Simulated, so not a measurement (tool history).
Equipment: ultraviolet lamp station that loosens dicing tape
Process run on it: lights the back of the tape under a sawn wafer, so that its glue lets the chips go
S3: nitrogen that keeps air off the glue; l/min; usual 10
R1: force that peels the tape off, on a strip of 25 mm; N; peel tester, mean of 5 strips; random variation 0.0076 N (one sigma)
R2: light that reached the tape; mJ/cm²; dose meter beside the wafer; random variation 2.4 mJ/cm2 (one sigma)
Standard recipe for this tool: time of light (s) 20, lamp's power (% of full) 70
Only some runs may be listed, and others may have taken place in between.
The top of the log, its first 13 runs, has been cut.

run 14 day=3.404 | time_of_light_(s)=20 lamp's_power_(%_of_full)=70 S3=10 | R1=0.417 R2=241
run 15 day=3.608 | time_of_light_(s)=20 lamp's_power_(%_of_full)=89 S3=10 | R1=0.208 R2=304
run 16 day=3.804 | time_of_light_(s)=31 lamp's_power_(%_of_full)=89 S3=10 | R1=0.088 R2=468
run 17 day=4.112 | time_of_light_(s)=31 lamp's_power_(%_of_full)=89 S3=17 | R1=0.069 R2=463
run 18 day=4.333 | time_of_light_(s)=31 lamp's_power_(%_of_full)=89 S3=17 | R1=0.055 R2=460
run 19 day=4.567 | time_of_light_(s)=31 lamp's_power_(%_of_full)=89 S3=17 | R1=0.059 R2=458
run 20 day=4.912 | time_of_light_(s)=17 lamp's_power_(%_of_full)=70 S3=10 | R1=0.702 R2=194
run 21 day=5.258 | time_of_light_(s)=17 lamp's_power_(%_of_full)=70 S3=10 | R1=0.716 R2=194
run 22 day=5.512 | time_of_light_(s)=17 lamp's_power_(%_of_full)=94 S3=10 | R1=0.328 R2=261
run 23 day=5.875 | time_of_light_(s)=26 lamp's_power_(%_of_full)=67 S3=9 | R1=0.285 R2=278
run 24 day=6.038 | time_of_light_(s)=16 lamp's_power_(%_of_full)=73 S3=10 | R1=0.765 R2=190
run 25 day=6.375 | time_of_light_(s)=16 lamp's_power_(%_of_full)=73 S3=10 | R1=0.768 R2=185
run 26 day=6.633 | time_of_light_(s)=17 lamp's_power_(%_of_full)=86 S3=10 | R1=0.429 R2=236
run 27 day=6.804 | time_of_light_(s)=32 lamp's_power_(%_of_full)=61 S3=10 | R1=0.215 R2=302
run 28 day=6.979 | time_of_light_(s)=12 lamp's_power_(%_of_full)=97 S3=6 | R1=1.121 R2=183
run 29 day=7.171 | time_of_light_(s)=12 lamp's_power_(%_of_full)=70 S3=5 | R1=2.186 R2=134
run 30 day=7.442 | time_of_light_(s)=12 lamp's_power_(%_of_full)=70 S3=5 | R1=2.363 R2=133
run 31 day=7.638 | time_of_light_(s)=17 lamp's_power_(%_of_full)=67 S3=5 | R1=1.400 R2=179
run 32 day=7.975 | time_of_light_(s)=35 lamp's_power_(%_of_full)=70 S3=8 | R1=0.123 R2=379
run 33 day=8.329 | time_of_light_(s)=14 lamp's_power_(%_of_full)=70 S3=3 | R1=2.426 R2=150
run 34 day=8.546 | time_of_light_(s)=14 lamp's_power_(%_of_full)=70 S3=3 | R1=2.469 R2=147

What does the tool deliver on the next run?
run 35 day=8.712 | time_of_light_(s)=20 lamp's_power_(%_of_full)=79 S3=11 | R1=? R2=?

{"run 35": {"R1": 0.376, "R2": 241}}
If the tool had no hidden condition, the same run with the same run-to-run variation would have returned R1 0.184 N, R2 307 mJ/cm².

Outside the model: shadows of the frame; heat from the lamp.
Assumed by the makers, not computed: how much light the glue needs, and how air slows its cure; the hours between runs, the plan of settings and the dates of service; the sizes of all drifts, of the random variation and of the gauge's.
